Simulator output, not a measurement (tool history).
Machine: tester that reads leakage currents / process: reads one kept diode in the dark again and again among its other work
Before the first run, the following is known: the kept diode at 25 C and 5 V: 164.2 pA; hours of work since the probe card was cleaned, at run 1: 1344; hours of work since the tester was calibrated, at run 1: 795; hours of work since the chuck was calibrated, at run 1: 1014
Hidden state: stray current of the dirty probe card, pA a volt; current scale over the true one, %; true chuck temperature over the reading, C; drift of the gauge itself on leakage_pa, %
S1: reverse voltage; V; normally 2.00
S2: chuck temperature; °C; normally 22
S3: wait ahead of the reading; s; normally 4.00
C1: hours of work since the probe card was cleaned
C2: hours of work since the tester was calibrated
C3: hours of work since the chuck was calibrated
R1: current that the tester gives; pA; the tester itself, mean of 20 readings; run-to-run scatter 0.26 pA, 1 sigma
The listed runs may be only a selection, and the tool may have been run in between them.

run,day,S1,S2,S3,C1,C2,C3,R1
1,0.000,2.00,22,4.00,1344,795,1014,83.48
2,1.271,2.00,36,4.00,1362,813,1032,306.93
3,2.412,2.00,36,4.00,1377,828,1047,305.77
4,3.679,2.00,36,4.00,1395,846,1065,306.03
5,4.304,2.00,36,4.00,1403,854,1073,306.53
6,5.650,2.00,36,4.00,1422,873,1092,306.59
7,7.083,2.00,20,4.00,1441,892,1111,69.03
8,7.721,2.00,22,4.00,1450,901,1120,83.83
9,8.975,2.00,22,4.00,1467,918,1137,83.74
10,10.083,2.00,22,4.00,1482,933,1152,83.52
11,11.221,2.00,22,2.54,1498,949,1168,83.72
12,12.442,7.04,22,2.54,1515,966,1185,143.74
13,13.183,7.04,33,2.54,1525,976,1195,399.28
14,14.471,7.04,33,2.54,1543,994,1212,400.54
15,15.958,7.04,33,2.54,1563,1014,1233,400.80
16,16.800,7.04,33,2.54,1574,1025,1244,398.65
17,18.042,6.86,22,0.48,1591,1042,1261,145.80
18,18.829,6.86,22,0.48,1602,1053,1272,146.31
19,19.775,3.68,56,0.64,1615,1066,1285,2108.74
20,20.692,2.00,22,6.75,1628,1079,1298,83.84
21,21.858,1.95,24,1.79,1644,1095,1314,100.79
22,22.950,13.50,31,0.83,1659,1110,1328,444.03
# day 24.125: probe card cleaned and baked
23,24.342,13.50,31,0.83,3,1127,1346,444.16
24,25.462,13.50,31,0.83,18,1142,1361,444.60
25,26.292,6.98,56,0.53,30,1154,1373,2767.33
26,27.533,1.89,58,7.23,47,1171,1390,1846.24
27,28.888,7.92,40,0.50,65,1189,1408,782.96
28,30.262,13.54,35,0.56,84,1208,1427,636.75
29,31.308,2.09,22,0.36,98,1222,1441,87.08
30,32.621,4.10,35,1.49,116,1240,1459,380.65

Below, some changes in R1 between adjacent runs. For each, the amount present without the hidden state too (settings, incoming material, random variation) and the amount remaining for the hidden state with gauge scatter not shared by both compared results:
Run 18 -> 19: S1 6.86 -> 3.68, S2 22 -> 56, S3 0.48 -> 0.64. R1 +1962.43 pA: hidden state +1.33, all else +1961.10.
Run 19 -> 20: S1 3.68 -> 2.00, S2 56 -> 22, S3 0.64 -> 6.75. R1 -2024.90 pA: hidden state -1.45, all else -2023.45.
Run 24 -> 25: S1 13.50 -> 6.98, S2 31 -> 56, S3 0.83 -> 0.53. R1 +2322.73 pA: hidden state +1.70, all else +2321.03.
